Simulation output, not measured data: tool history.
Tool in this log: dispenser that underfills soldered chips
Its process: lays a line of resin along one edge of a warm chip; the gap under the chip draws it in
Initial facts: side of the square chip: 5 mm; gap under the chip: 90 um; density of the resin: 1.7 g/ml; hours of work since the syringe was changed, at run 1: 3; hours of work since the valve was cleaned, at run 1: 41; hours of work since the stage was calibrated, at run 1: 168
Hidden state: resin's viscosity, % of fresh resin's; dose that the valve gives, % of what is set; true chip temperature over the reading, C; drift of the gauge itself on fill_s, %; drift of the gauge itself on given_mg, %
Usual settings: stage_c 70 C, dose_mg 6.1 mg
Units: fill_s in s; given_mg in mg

run,day,stage_c,dose_mg,hours of work since the syringe was changed,hours of work since the valve was cleaned,hours of work since the stage was calibrated,fill_s,given_mg
1,0,70,6.1,3,41,168,20.1,5.9
2,0.275,70,6.1,7,45,172,24.6,5.89
# day 0.383: new syringe of resin
3,0.7,70,6.1,5,51,178,22.4,5.69
# day 0.958: new syringe of resin
4,1.179,70,6.1,3,58,185,20.5,5.74
# day 1.55: new syringe of resin
5,1.788,70,6.1,3,67,194,19.8,5.75
6,2.05,70,6.1,7,71,197,24.6,5.79
# day 2.117: new syringe of resin
# day 2.483: dispensing valve cleaned and set on the balance
7,2.546,70,6.1,6,1,204,23.9,6.08
# day 2.754: new syringe of resin
8,3.008,70,6.58,4,8,211,20,6.49
# day 3.346: new syringe of resin
9,3.517,70,6.58,3,15,218,18.9,6.5
10,3.854,69,6.1,7,20,223,26.5,5.89
# day 3.938: new syringe of resin
11,4.288,70,7.12,5,26,229,22.1,6.93
# day 4.529: new syringe of resin
12,4.883,70,7.12,5,35,238,21.8,6.72
# day 5.117: new syringe of resin
13,5.546,70,6.1,6,44,247,24,5.79
# day 5.704: new syringe of resin
14,6.029,70,6.1,5,51,254,21.4,5.68
# day 6.288: new syringe of resin
15,6.458,80,7.81,3,57,260,12.5,7.49
16,6.808,78,7,8,62,265,17.9,6.61
# day 6.858: new syringe of resin
17,7.308,66,5.27,7,69,272,30.3,4.93
# day 7.454: new syringe of resin
18,7.638,66,5.27,3,74,277,24.4,4.95
# day 7.858: dispensing valve cleaned and set on the balance
19,8.017,59,6.1,8,2,282,43.5,6.04
# day 8.083: new syringe of resin
20,8.467,59,6.1,6,9,288,38.9,6.05
# day 8.667: new syringe of resin
21,8.771,59,6.1,2,13,293,31.8,5.91
22,9.192,59,6.1,8,19,299,44,5.88
# day 9.262: new syringe of resin
23,9.7,61,6.14,6,27,306,36,5.92
# day 9.85: new syringe of resin
24,10.05,73,6.9,3,31,311,17.3,6.72
# day 10.442: new syringe of resin
25,10.525,73,6.42,1,38,318,15.4,6.22

For run 26, what comes out?
# day 11.042: new syringe of resin
26,11.042,73,6.42,0,46,325,?,?

Logged for run 26: fill_s 14.3 s, given_mg 6.12 mg.
With the hidden condition absent and the run-to-run variation left alone, this run would have shown fill_s 15.4 s, given_mg 6.39 mg.

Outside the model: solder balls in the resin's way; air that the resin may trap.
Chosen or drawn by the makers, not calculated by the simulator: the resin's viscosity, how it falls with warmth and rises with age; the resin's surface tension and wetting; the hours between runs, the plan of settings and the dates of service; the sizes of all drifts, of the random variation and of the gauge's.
